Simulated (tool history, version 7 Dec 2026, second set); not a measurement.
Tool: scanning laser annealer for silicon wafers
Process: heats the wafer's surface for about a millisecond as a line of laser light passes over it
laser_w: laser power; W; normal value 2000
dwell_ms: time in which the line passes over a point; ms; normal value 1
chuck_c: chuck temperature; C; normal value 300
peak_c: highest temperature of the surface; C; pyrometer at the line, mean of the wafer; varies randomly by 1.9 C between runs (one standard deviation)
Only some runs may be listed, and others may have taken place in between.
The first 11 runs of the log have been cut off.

run,day,laser_w,dwell_ms,chuck_c,peak_c
12,9.567,2162,1,300,1171
13,10.617,2000,1,315,1115
14,11.562,2000,1,315,1114
15,12.525,1905,1,300,1054
16,13.55,1905,1.11,300,1106
17,14.229,2126,1,300,1149
18,15.446,2126,1,300,1145
19,16.708,2126,1,300,1147
20,17.888,2126,1,300,1143
# day 19.258: window over the wafer cleaned
21,19.279,2126,1,300,1180
22,20.196,2000,0.94,321,1116
23,21.375,2178,1.04,271,1194
24,22.325,1960,1.12,300,1161
25,23.083,1892,1.03,265,1052
26,23.812,1895,0.99,334,1106
27,24.912,1895,0.99,334,1103

For run 28, what comes out?
28,25.908,1886,0.84,320,?

{"run 28": {"peak_c": 1013}}
Minus the tool's unlogged condition, the same run would have read peak_c 1026 C.

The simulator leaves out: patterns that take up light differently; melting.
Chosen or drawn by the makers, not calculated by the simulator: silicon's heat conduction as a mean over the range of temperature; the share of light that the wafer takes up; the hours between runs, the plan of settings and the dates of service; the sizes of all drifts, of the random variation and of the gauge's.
